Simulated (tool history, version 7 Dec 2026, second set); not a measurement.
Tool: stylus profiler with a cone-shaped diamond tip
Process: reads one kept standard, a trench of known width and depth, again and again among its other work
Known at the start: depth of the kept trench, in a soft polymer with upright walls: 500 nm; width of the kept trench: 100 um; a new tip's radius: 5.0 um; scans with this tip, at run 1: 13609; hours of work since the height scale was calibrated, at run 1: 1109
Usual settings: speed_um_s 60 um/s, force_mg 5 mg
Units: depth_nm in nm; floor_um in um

run   hour  speed_um_s  force_mg  scans with this tip  hours of work since the height scale was calibrated  depth_nm  floor_um
  1      0          60         5                13609                                                 1109     502.3     93.25
  2   29.8          60      2.42                13855                                                 1129    500.18     93.14
  3   56.7          60      2.42                14076                                                 1147    500.33     93.05
  4   73.1          60      2.42                14211                                                 1158    500.47     93.06
  5   99.8          60      2.42                14431                                                 1176    500.05     93.07
  6  124.7          60      2.42                14636                                                 1193    500.53     93.01
  7  156.1          60     14.92                14894                                                 1214       507     93.13
  8  179.1          60         5                15084                                                 1229    501.93     93.01
  9  205.4          60         5                15300                                                 1247    502.05     93.01
 10  226.5         129         5                15474                                                 1261    502.15     92.76
 11    249         194         5                15659                                                 1276    501.83     92.63
 12  269.6         194         5                15829                                                 1290    501.88     92.56
 13  286.5         194         5                15968                                                 1302    501.68     92.56
 14  304.6         194         5                16117                                                 1314    501.94     92.47
     306.4  -- height scale calibrated on a step standard
 15  326.5         194      10.2                16293                                                   14    503.82     92.68
 16  351.4         194      10.2                16498                                                   30    504.06      92.6
     360.8  -- height scale calibrated on a step standard, once more
 17  367.1         194      3.62                16623                                                    4    503.87     92.37
 18  387.1          18         5                16788                                                   18    504.23     92.96
 19  400.5          60         5                16898                                                   27    504.28     92.83
 20  430.1          60         5                17142                                                   47    504.27     92.77
 21  457.2          41         5                17365                                                   65    504.29     92.75
 22  470.2          60         5                17472                                                   73    504.35     92.77
 23  484.9          60         5                17593                                                   83    504.42     92.71
 24  500.1          23      2.43                17718                                                   93    502.37     92.76
 25  520.8          60      10.3                17888                                                  107    507.14     92.69
 26  539.4          60      10.3                18041                                                  120       507     92.74
 27  566.9          60      10.3                18268                                                  138     506.9     92.66
 28  588.9          55      5.63                18449                                                  153     504.6     92.67
 29  614.5          55      5.63                18659                                                  170    504.54     92.58
 30  641.2          16      7.25                18879                                                  188    505.23      92.7
     645.9  -- new tip fitted, height scale calibrated
 31  659.8         167      5.31                  114                                                    9    504.69     95.17
 32  677.5         218      2.11                  259                                                   21    502.28     94.64
 33  693.9          85      7.59                  395                                                   32    505.74     95.41
 34  716.7         132      2.64                  583                                                   48    502.65     95.01
 35  737.7          73     14.16                  755                                                   62    508.99     95.38
 36  758.4          31     14.16                  926                                                   76    508.86     95.43
 37  774.8          15      3.24                 1061                                                   86    503.37     95.35
 38  806.2          29      7.21                 1320                                                  108    505.43     95.29
 39  837.8          34      4.68                 1579                                                  129    504.09     95.22
 40  857.2          24      2.61                 1739                                                  142    502.72     95.17
 41  879.8          32      7.22                 1926                                                  157     505.2     95.19
 42  900.6          59      9.66                 2097                                                  171    506.96      95.1
 43  931.1          59      7.99                 2348                                                  191    505.77     95.04
 44  945.6          59      7.99                 2467                                                  201    505.85     95.05

Some steps in depth_nm between neighbouring runs. How much of each would the tool show without its hidden state too (settings, what came in, random variation), and how much is left for the hidden state, with any gauge scatter that isn't in both results?
The hidden state here: radius of the tip, um; height scale over the true one, %; drift of the gauge itself on depth_nm, %; drift of the gauge itself on floor_um, %.
Run 6 -> 7: force_mg 2.42 -> 14.92. depth_nm +6.47 nm: hidden state -0.07, all else +6.54.
Run 14 -> 15: force_mg 5 -> 10.2, height scale calibrated on a step standard. depth_nm +1.88 nm: hidden state -0.54, all else +2.42.
Run 16 -> 17: force_mg 10.2 -> 3.62, height scale calibrated on a step standard, once more. depth_nm -0.19 nm: hidden state +3.21, all else -3.4.
Run 30 -> 31: speed_um_s 16 -> 167, force_mg 7.25 -> 5.31, new tip fitted, height scale calibrated. depth_nm -0.54 nm: hidden state +0.42, all else -0.96.
Run 34 -> 35: speed_um_s 132 -> 73, force_mg 2.64 -> 14.16. depth_nm +6.34 nm: hidden state -0.04, all else +6.38.
Run 36 -> 37: speed_um_s 31 -> 15, force_mg 14.16 -> 3.24. depth_nm -5.49 nm: hidden state -0.02, all else -5.47.
